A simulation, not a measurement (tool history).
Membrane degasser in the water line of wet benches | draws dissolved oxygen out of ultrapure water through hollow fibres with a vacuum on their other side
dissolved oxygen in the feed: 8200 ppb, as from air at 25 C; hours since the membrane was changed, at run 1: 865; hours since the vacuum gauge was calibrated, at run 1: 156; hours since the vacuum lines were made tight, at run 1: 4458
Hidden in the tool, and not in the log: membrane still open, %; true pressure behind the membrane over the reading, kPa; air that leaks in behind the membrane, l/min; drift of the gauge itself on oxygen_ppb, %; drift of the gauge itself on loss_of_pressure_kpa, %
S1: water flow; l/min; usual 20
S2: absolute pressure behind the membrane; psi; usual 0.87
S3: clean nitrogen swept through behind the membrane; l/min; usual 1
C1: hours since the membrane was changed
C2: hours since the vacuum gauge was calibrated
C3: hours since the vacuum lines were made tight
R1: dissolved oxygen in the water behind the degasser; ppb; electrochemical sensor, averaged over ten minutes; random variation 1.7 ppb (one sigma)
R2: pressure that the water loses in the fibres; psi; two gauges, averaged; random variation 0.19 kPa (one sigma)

run   hour  S1     S2    S3    C1   C2    C3     R1     R2
  1      0  20   0.87     1   865  156  4458  169.3   5.48
  2   48.2  20   0.87     1   914  204  4506  167.5  5.459
  3   84.2  20  0.679     1   950  240  4542  112.3  5.413
  4  124.4  20  1.675     1   990  281  4582  402.2  5.413
  5  167.6  20   0.87  2.48  1033  324  4625  101.8  5.448
  6  201.8  20   0.87  2.31  1067  358  4660  103.4   5.44
  7  245.6  20  1.471  2.97  1111  402  4703  158.9  5.387
  8  276.9  13   2.09  2.38  1142  433  4735  158.7  3.514
  9  301.4  15  0.928     1  1167  458  4759    128  4.063
 10  327.2  21   0.87     1  1193  483  4785  182.1  5.665
 11  361.8  15  0.988     1  1227  518  4820  145.1  4.076
 12  381.9  25   0.68  0.77  1247  538  4840  183.7  6.738

Forecast each of these 4 alternatives for the next run:
  A  406.2  15  1.526     1  1272  562  4864   ?   ?
  B  406.2  20  1.159  0.65  1272  562  4864   ?   ?
  C  406.2  15   0.68  0.77  1272  562  4864   ?   ?
  D  406.2  22   0.87  1.43  1272  562  4864   ?   ?

run     R1     R2
  A  262.7  4.042
  B  349.2  5.395
  C     85   4.07
  D  155.8  5.884
Without the tool's hidden state the same runs would have given:
run     R1     R2
  A  262.6  4.083
  B  349.1  5.449
  C   84.9   4.11
  D  155.7  5.942
